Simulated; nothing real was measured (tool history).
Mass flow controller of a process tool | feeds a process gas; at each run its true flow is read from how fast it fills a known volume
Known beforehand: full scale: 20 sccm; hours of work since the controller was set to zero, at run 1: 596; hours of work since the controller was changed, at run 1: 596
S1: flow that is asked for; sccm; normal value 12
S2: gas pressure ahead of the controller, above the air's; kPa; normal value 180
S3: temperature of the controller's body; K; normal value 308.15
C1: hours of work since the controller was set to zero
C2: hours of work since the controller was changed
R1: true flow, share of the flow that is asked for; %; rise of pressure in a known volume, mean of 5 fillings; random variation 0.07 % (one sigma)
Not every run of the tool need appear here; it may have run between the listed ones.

run 1 hour=0 | S1=12 S2=180 S3=308.15 | C1=596 C2=596 | R1=99.26
run 2 hour=174.6 | S1=12 S2=180 S3=308.15 | C1=650 C2=650 | R1=99.18
run 3 hour=285 | S1=12 S2=180 S3=308.15 | C1=685 C2=685 | R1=99.27
run 4 hour=384.7 | S1=12 S2=180 S3=308.15 | C1=716 C2=716 | R1=99.12
run 5 hour=535.5 | S1=12 S2=180 S3=299.15 | C1=763 C2=763 | R1=99.67
run 6 hour=642.9 | S1=12 S2=180 S3=299.15 | C1=796 C2=796 | R1=99.74
run 7 hour=784.5 | S1=12 S2=156 S3=308.15 | C1=841 C2=841 | R1=99.45
run 8 hour=955.1 | S1=12 S2=180 S3=308.15 | C1=894 C2=894 | R1=99.35
run 9 hour=1054.3 | S1=12 S2=180 S3=297.15 | C1=925 C2=925 | R1=99.7
run 10 hour=1168 | S1=12 S2=180 S3=308.15 | C1=960 C2=960 | R1=99.22
run 11 hour=1304.3 | S1=12 S2=180 S3=308.15 | C1=1003 C2=1003 | R1=99.22
run 12 hour=1446.7 | S1=12 S2=180 S3=308.15 | C1=1047 C2=1047 | R1=99.26
run 13 hour=1619.3 | S1=12 S2=180 S3=308.15 | C1=1101 C2=1101 | R1=99.24
run 14 hour=1705 | S1=12 S2=180 S3=308.15 | C1=1128 C2=1128 | R1=99.37
run 15 hour=1810.7 | S1=12 S2=180 S3=308.15 | C1=1161 C2=1161 | R1=99.16
run 16 hour=1941.7 | S1=12 S2=180 S3=308.15 | C1=1202 C2=1202 | R1=99.29
run 17 hour=2066.3 | S1=7 S2=180 S3=309.15 | C1=1241 C2=1241 | R1=98.75
run 18 hour=2205 | S1=6 S2=180 S3=307.15 | C1=1284 C2=1284 | R1=98.53
run 19 hour=2410.8 | S1=12 S2=180 S3=308.15 | C1=1349 C2=1349 | R1=99.3
run 20 hour=2551.7 | S1=19 S2=202 S3=294.15 | C1=1393 C2=1393 | R1=100.45
run 21 hour=2684.6 | S1=19 S2=202 S3=312.15 | C1=1434 C2=1434 | R1=99.52
run 22 hour=2886.7 | S1=5 S2=142 S3=308.15 | C1=1497 C2=1497 | R1=98.55
run 23 hour=3057.4 | S1=5 S2=142 S3=308.15 | C1=1551 C2=1551 | R1=98.59
run 24 hour=3217.1 | S1=12 S2=256 S3=300.15 | C1=1601 C2=1601 | R1=99.25
run 25 hour=3358.4 | S1=12 S2=256 S3=300.15 | C1=1645 C2=1645 | R1=99.31
run 26 hour=3498.8 | S1=12 S2=172 S3=300.15 | C1=1689 C2=1689 | R1=99.89
run 27 hour=3702.5 | S1=16 S2=237 S3=312.15 | C1=1752 C2=1752 | R1=99.01
run 28 hour=3801.5 | S1=16 S2=237 S3=309.15 | C1=1783 C2=1783 | R1=99.29
run 29 hour=3953.2 | S1=16 S2=237 S3=309.15 | C1=1830 C2=1830 | R1=99.38
run 30 hour=4107.2 | S1=3 S2=150 S3=307.15 | C1=1879 C2=1879 | R1=97.23
run 31 hour=4216.3 | S1=10 S2=193 S3=307.15 | C1=1913 C2=1913 | R1=99.12

Consider 3 possible next runs. They are alternatives, not a sequence: every one starts from the tool as it was left by run 31. What does each give?
run A hour=4418.6 | S1=3 S2=180 S3=304.15 | C1=1976 C2=1976 | R1=?
run B hour=4418.6 | S1=12 S2=157 S3=295.15 | C1=1976 C2=1976 | R1=?
run C hour=4418.6 | S1=12 S2=180 S3=303.15 | C1=1976 C2=1976 | R1=?

run=A R1=97.24
run=B R1=100.32
run=C R1=99.63
With no hidden state in the tool, these same runs would have given:
run=A R1=99.27
run=B R1=100.15
run=C R1=99.46
